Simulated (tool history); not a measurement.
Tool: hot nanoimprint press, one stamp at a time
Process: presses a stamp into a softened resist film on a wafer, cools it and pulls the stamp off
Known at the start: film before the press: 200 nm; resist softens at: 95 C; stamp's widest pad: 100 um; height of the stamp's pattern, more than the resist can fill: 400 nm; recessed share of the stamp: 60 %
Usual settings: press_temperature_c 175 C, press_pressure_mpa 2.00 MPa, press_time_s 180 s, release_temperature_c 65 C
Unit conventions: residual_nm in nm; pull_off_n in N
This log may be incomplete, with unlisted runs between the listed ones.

| run | hour | press_temperature_c | press_pressure_mpa | press_time_s | release_temperature_c | residual_nm | pull_off_n |
|---|---|---|---|---|---|---|---|
| 1 | 0.0 | 175 | 2.00 | 180 | 65 | 119.0 | 174 |
| 2 | 62.0 | 175 | 2.00 | 180 | 65 | 119.5 | 182 |
|  | 74.2 | stamp cleaned and given a new release coat |
| 3 | 121.9 | 175 | 2.00 | 180 | 65 | 119.9 | 144 |
| 4 | 191.8 | 175 | 2.00 | 180 | 65 | 119.5 | 158 |
| 5 | 238.8 | 172 | 2.00 | 180 | 65 | 128.8 | 173 |
|  | 306.1 | plate thermocouple calibrated |
| 6 | 315.5 | 172 | 2.00 | 180 | 65 | 127.7 | 173 |
|  | 384.9 | stamp cleaned and given a new release coat |
| 7 | 389.2 | 172 | 2.00 | 180 | 63 | 127.4 | 143 |
| 8 | 448.8 | 172 | 2.00 | 180 | 63 | 127.8 | 158 |
| 9 | 492.7 | 172 | 2.00 | 180 | 63 | 128.0 | 162 |
| 10 | 550.6 | 171 | 2.00 | 180 | 65 | 130.4 | 166 |
| 11 | 608.2 | 175 | 2.00 | 180 | 65 | 120.1 | 168 |
| 12 | 674.2 | 175 | 2.00 | 180 | 54 | 120.3 | 249 |
|  | 689.9 | stamp cleaned and given a new release coat |
| 13 | 713.9 | 175 | 2.00 | 180 | 65 | 120.1 | 142 |
| 14 | 788.0 | 175 | 2.00 | 180 | 65 | 120.8 | 149 |
| 15 | 853.6 | 175 | 1.75 | 308 | 65 | 110.0 | 162 |
| 16 | 897.1 | 177 | 2.00 | 180 | 50 | 115.7 | 247 |
| 17 | 935.4 | 168 | 2.00 | 180 | 65 | 140.8 | 172 |
|  | 983.1 | plate thermocouple calibrated |
| 18 | 986.0 | 172 | 1.29 | 359 | 65 | 128.4 | 181 |
|  | 997.2 | stamp cleaned and given a new release coat |
| 19 | 1046.8 | 166 | 1.29 | 224 | 71 | 158.9 | 119 |
| 20 | 1082.0 | 166 | 1.29 | 224 | 71 | 159.2 | 120 |
| 21 | 1118.9 | 166 | 1.29 | 224 | 71 | 159.5 | 131 |
| 22 | 1194.9 | 166 | 1.29 | 224 | 71 | 159.4 | 139 |
| 23 | 1232.4 | 182 | 2.00 | 180 | 51 | 102.4 | 245 |
| 24 | 1289.4 | 182 | 2.00 | 180 | 51 | 102.7 | 265 |
|  | 1304.3 | stamp cleaned and given a new release coat |
| 25 | 1330.6 | 164 | 2.00 | 180 | 65 | 150.9 | 137 |
| 26 | 1410.1 | 164 | 2.13 | 192 | 65 | 147.4 | 153 |
| 27 | 1477.4 | 168 | 1.41 | 202 | 65 | 154.4 | 161 |
| 28 | 1522.8 | 166 | 1.51 | 184 | 52 | 158.5 | 233 |

Predict each of these 5 candidate next runs independently; none follows another, all start after run 28:
| A | 1577.9 | 175 | 2.00 | 153 | 65 | ? | ? |
| B | 1577.9 | 166 | 2.61 | 96 | 52 | ? | ? |
| C | 1577.9 | 164 | 2.00 | 180 | 65 | ? | ? |
| D | 1577.9 | 177 | 1.86 | 184 | 62 | ? | ? |
| E | 1577.9 | 165 | 1.51 | 247 | 52 | ? | ? |

| run | residual_nm | pull_off_n |
|---|---|---|
| A | 127.2 | 180 |
| B | 152.9 | 237 |
| C | 152.6 | 179 |
| D | 119.5 | 205 |
| E | 152.9 | 251 |
The same runs, with their run-to-run variation unchanged, on a tool lacking any hidden condition would have given:
| run | residual_nm | pull_off_n |
|---|---|---|
| A | 123.4 | 135 |
| B | 148.9 | 178 |
| C | 148.9 | 134 |
| D | 115.9 | 154 |
| E | 149.8 | 189 |
